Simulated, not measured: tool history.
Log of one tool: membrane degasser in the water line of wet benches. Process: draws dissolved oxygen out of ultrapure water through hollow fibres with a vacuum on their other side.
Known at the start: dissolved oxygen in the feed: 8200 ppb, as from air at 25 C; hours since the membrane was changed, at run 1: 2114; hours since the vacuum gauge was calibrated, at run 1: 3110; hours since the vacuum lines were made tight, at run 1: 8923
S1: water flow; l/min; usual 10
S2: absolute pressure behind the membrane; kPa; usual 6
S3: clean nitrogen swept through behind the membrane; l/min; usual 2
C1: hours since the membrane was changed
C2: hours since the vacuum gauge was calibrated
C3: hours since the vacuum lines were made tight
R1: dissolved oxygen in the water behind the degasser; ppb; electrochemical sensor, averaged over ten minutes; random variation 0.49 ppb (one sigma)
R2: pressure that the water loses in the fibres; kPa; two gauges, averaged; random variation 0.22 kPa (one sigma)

{"run": 1, "hour": 0.0, "S1": 10, "S2": 6, "S3": 2, "C1": 2114, "C2": 3110, "C3": 8923, "R1": 41.7, "R2": 53.84}
{"run": 2, "hour": 62.2, "S1": 10, "S2": 6, "S3": 2, "C1": 2176, "C2": 3173, "C3": 8985, "R1": 40.6, "R2": 53.46}
{"run": 3, "hour": 95.6, "S1": 10, "S2": 6, "S3": 2, "C1": 2210, "C2": 3206, "C3": 9018, "R1": 42.4, "R2": 53.85}
{"run": 4, "hour": 153.2, "S1": 6, "S2": 6, "S3": 2, "C1": 2267, "C2": 3264, "C3": 9076, "R1": 24.2, "R2": 32.02}
{"run": 5, "hour": 203.1, "S1": 10, "S2": 7.14, "S3": 2, "C1": 2317, "C2": 3313, "C3": 9126, "R1": 56.3, "R2": 53.62}
{"run": 6, "hour": 229.0, "S1": 10, "S2": 6, "S3": 2.01, "C1": 2343, "C2": 3339, "C3": 9151, "R1": 42, "R2": 53.83}
{"run": 7, "hour": 281.6, "S1": 10, "S2": 6, "S3": 2.01, "C1": 2396, "C2": 3392, "C3": 9204, "R1": 41.7, "R2": 54.17}
{"run": 8, "hour": 326.7, "S1": 10, "S2": 6, "S3": 2.01, "C1": 2441, "C2": 3437, "C3": 9249, "R1": 41.4, "R2": 53.84}
{"run": 9, "hour": 364.2, "S1": 10, "S2": 6, "S3": 3.54, "C1": 2478, "C2": 3475, "C3": 9287, "R1": 25.8, "R2": 53.84}
{"hour": 380.9, "done": "vacuum gauge calibrated"}
{"run": 10, "hour": 406.1, "S1": 10, "S2": 6, "S3": 3.54, "C1": 2520, "C2": 25, "C3": 9328, "R1": 24.3, "R2": 53.84}
{"run": 11, "hour": 455.9, "S1": 7, "S2": 6, "S3": 3.54, "C1": 2569, "C2": 75, "C3": 9378, "R1": 15.7, "R2": 37.83}
{"run": 12, "hour": 502.2, "S1": 7, "S2": 6, "S3": 3.54, "C1": 2616, "C2": 121, "C3": 9424, "R1": 15.1, "R2": 37.75}
{"run": 13, "hour": 554.2, "S1": 10, "S2": 4.53, "S3": 2, "C1": 2668, "C2": 173, "C3": 9476, "R1": 21.9, "R2": 53.9}
{"run": 14, "hour": 614.6, "S1": 10, "S2": 4.53, "S3": 2, "C1": 2728, "C2": 234, "C3": 9537, "R1": 21.2, "R2": 53.57}
{"run": 15, "hour": 645.9, "S1": 10, "S2": 14.98, "S3": 2, "C1": 2759, "C2": 265, "C3": 9568, "R1": 154.9, "R2": 53.9}
{"run": 16, "hour": 693.6, "S1": 10, "S2": 6, "S3": 2, "C1": 2807, "C2": 313, "C3": 9616, "R1": 41.3, "R2": 53.86}
{"run": 17, "hour": 753.0, "S1": 10, "S2": 9.91, "S3": 0.82, "C1": 2867, "C2": 372, "C3": 9675, "R1": 199.6, "R2": 53.91}
{"run": 18, "hour": 779.0, "S1": 10, "S2": 9.91, "S3": 0.82, "C1": 2893, "C2": 398, "C3": 9701, "R1": 200.1, "R2": 53.98}
{"run": 19, "hour": 804.4, "S1": 10, "S2": 9.91, "S3": 0.82, "C1": 2918, "C2": 424, "C3": 9726, "R1": 201, "R2": 53.96}
{"run": 20, "hour": 858.3, "S1": 10, "S2": 5.18, "S3": 2, "C1": 2972, "C2": 477, "C3": 9780, "R1": 30.6, "R2": 53.78}
{"run": 21, "hour": 918.3, "S1": 10, "S2": 5.18, "S3": 2, "C1": 3032, "C2": 537, "C3": 9840, "R1": 29.5, "R2": 53.72}
{"run": 22, "hour": 959.3, "S1": 11, "S2": 3.61, "S3": 2, "C1": 3073, "C2": 578, "C3": 9881, "R1": 13.5, "R2": 59.16}
{"run": 23, "hour": 1001.9, "S1": 11, "S2": 9.97, "S3": 1.37, "C1": 3115, "C2": 621, "C3": 9924, "R1": 146.2, "R2": 59.67}
{"run": 24, "hour": 1060.8, "S1": 8, "S2": 14.24, "S3": 4.91, "C1": 3174, "C2": 680, "C3": 9983, "R1": 49.7, "R2": 42.94}
{"run": 25, "hour": 1087.7, "S1": 8, "S2": 14.24, "S3": 4.91, "C1": 3201, "C2": 707, "C3": 10010, "R1": 49.3, "R2": 43.13}
{"run": 26, "hour": 1129.0, "S1": 16, "S2": 6, "S3": 1.91, "C1": 3243, "C2": 748, "C3": 10051, "R1": 95, "R2": 86.14}
{"run": 27, "hour": 1159.0, "S1": 11, "S2": 6, "S3": 0.9, "C1": 3273, "C2": 778, "C3": 10081, "R1": 89.6, "R2": 59.52}
{"run": 28, "hour": 1191.8, "S1": 11, "S2": 6, "S3": 0.9, "C1": 3305, "C2": 811, "C3": 10114, "R1": 90.6, "R2": 59.37}
{"run": 29, "hour": 1248.2, "S1": 8, "S2": 11.17, "S3": 1.12, "C1": 3362, "C2": 867, "C3": 10170, "R1": 146.9, "R2": 43.26}
{"run": 30, "hour": 1301.3, "S1": 8, "S2": 11.17, "S3": 1.12, "C1": 3415, "C2": 920, "C3": 10223, "R1": 145.5, "R2": 43.14}
{"run": 31, "hour": 1338.6, "S1": 8, "S2": 11.17, "S3": 1.12, "C1": 3452, "C2": 958, "C3": 10261, "R1": 147, "R2": 43.46}

5 ways to go on from here, each from the tool as it stands after run 31. What would each give?
{"run": "A", "hour": 1381.6, "S1": 9, "S2": 5.35, "S3": 3.78, "C1": 3495, "C2": 1001, "C3": 10304, "R1": "?", "R2": "?"}
{"run": "B", "hour": 1381.6, "S1": 8, "S2": 9.29, "S3": 5.96, "C1": 3495, "C2": 1001, "C3": 10304, "R1": "?", "R2": "?"}
{"run": "C", "hour": 1381.6, "S1": 10, "S2": 4.87, "S3": 3.31, "C1": 3495, "C2": 1001, "C3": 10304, "R1": "?", "R2": "?"}
{"run": "D", "hour": 1381.6, "S1": 8, "S2": 10.45, "S3": 2.56, "C1": 3495, "C2": 1001, "C3": 10304, "R1": "?", "R2": "?"}
{"run": "E", "hour": 1381.6, "S1": 6, "S2": 12.31, "S3": 4.89, "C1": 3495, "C2": 1001, "C3": 10304, "R1": "?", "R2": "?"}

run=A R1=16.4 R2=48.55
run=B R1=23.4 R2=43.13
run=C R1=18.5 R2=53.74
run=D R1=61.8 R2=42.54
run=E R1=30.8 R2=31.89
Without the tool's hidden state the same runs would have given:
run=A R1=15 R2=47.87
run=B R1=21.5 R2=42.53
run=C R1=17.1 R2=52.99
run=D R1=57.1 R2=41.94
run=E R1=27.7 R2=31.44
